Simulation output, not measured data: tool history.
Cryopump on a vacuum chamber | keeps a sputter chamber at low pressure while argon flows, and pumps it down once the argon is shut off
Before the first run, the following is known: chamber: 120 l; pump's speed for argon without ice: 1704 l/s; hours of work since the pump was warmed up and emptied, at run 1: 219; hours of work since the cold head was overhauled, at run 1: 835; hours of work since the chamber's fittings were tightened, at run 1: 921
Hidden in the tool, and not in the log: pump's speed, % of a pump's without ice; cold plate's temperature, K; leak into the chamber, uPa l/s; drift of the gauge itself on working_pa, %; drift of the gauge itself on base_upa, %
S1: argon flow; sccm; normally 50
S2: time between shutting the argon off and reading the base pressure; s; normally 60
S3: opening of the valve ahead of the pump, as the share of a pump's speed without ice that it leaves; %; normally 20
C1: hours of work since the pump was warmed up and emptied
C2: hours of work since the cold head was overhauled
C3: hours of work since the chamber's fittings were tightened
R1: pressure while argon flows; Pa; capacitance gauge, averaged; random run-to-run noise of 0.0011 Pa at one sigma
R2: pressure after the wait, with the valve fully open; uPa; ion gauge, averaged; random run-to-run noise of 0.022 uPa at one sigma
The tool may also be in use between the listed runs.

run,hour,S1,S2,S3,C1,C2,C3,R1,R2
1,0.0,50,60,20,219,835,921,0.2570,2.01
2,53.8,50,60,20,249,865,951,0.2577,2.08
3,163.6,50,60,20,310,925,1011,0.2584,2.23
4,253.0,50,70,20,359,975,1061,0.2614,2.34
5,354.9,50,70,40,416,1031,1117,0.1404,2.44
6,414.7,50,70,40,449,1065,1151,0.1424,2.52
7,512.3,38,70,27,503,1119,1205,0.1553,2.70
8,568.5,38,235,50,534,1150,1236,0.0927,2.42
9,632.0,38,235,50,569,1185,1271,0.0948,2.64
# hour 654.4: pump warmed up, emptied and cooled again
10,700.1,26,32,21,25,1220,1306,0.1255,2.71
11,762.9,28,154,30,60,1255,1341,0.0939,1.99

Each row is a separate what-if for the run after 11, all from the same tool condition, not one after another. Results?
A,854.6,50,38,20,111,1306,1392,?,?
B,854.6,28,46,52,111,1306,1392,?,?
C,854.6,28,202,30,111,1306,1392,?,?
D,854.6,24,60,20,111,1306,1392,?,?
E,854.6,28,246,50,111,1306,1392,?,?

run,R1,R2
A,0.2518,2.73
B,0.0552,2.63
C,0.0943,2.10
D,0.1201,2.42
E,0.0584,2.10
Had the tool no hidden state, the same runs would have come out as:
run,R1,R2
A,0.2478,0.96
B,0.0529,0.88
C,0.0920,0.34
D,0.1182,0.68
E,0.0561,0.33

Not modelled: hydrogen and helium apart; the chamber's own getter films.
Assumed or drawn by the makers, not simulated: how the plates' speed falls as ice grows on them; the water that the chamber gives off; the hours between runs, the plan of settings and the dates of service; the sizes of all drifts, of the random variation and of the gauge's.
